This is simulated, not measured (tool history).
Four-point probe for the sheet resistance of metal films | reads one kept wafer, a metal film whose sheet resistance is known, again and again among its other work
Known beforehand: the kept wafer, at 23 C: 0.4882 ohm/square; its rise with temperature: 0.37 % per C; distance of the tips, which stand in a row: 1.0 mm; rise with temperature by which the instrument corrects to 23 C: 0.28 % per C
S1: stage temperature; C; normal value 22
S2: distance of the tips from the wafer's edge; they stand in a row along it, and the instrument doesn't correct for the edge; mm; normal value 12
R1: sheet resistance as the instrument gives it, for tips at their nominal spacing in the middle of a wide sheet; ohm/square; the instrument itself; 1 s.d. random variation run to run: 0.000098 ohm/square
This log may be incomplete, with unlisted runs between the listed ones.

{"run": 1, "hour": 0.0, "S1": 22, "S2": 12, "R1": 0.48622}
{"run": 2, "hour": 58.5, "S1": 22, "S2": 12, "R1": 0.486096}
{"run": 3, "hour": 123.1, "S1": 22, "S2": 4, "R1": 0.500059}
{"run": 4, "hour": 192.9, "S1": 22, "S2": 10, "R1": 0.486763}
{"run": 5, "hour": 260.2, "S1": 20, "S2": 10, "R1": 0.485687}
{"run": 6, "hour": 326.5, "S1": 20, "S2": 10, "R1": 0.485543}
{"run": 7, "hour": 367.1, "S1": 20, "S2": 10, "R1": 0.485582}
{"hour": 374.0, "done": "stage's thermometer calibrated"}
{"run": 8, "hour": 432.9, "S1": 20, "S2": 10, "R1": 0.48503}
{"run": 9, "hour": 469.6, "S1": 28, "S2": 5, "R1": 0.496275}
{"hour": 528.7, "done": "stage's thermometer calibrated, once more"}
{"run": 10, "hour": 528.7, "S1": 19, "S2": 37, "R1": 0.48321}
{"run": 11, "hour": 567.0, "S1": 19, "S2": 37, "R1": 0.483309}
{"run": 12, "hour": 622.9, "S1": 20, "S2": 60, "R1": 0.483572}

Predict each of these 4 candidate next runs independently; none follows another, all start after run 12:
{"run": "A", "hour": 654.0, "S1": 30, "S2": 35, "R1": "?"}
{"run": "B", "hour": 654.0, "S1": 20, "S2": 26, "R1": "?"}
{"run": "C", "hour": 654.0, "S1": 21, "S2": 10, "R1": "?"}
{"run": "D", "hour": 654.0, "S1": 33, "S2": 3, "R1": "?"}

run=A R1=0.487652
run=B R1=0.483762
run=C R1=0.486386
run=D R1=0.516348
Without the tool's hidden state the same runs would have given:
run=A R1=0.491235
run=B R1=0.487315
run=C R1=0.489957
run=D R1=0.520125
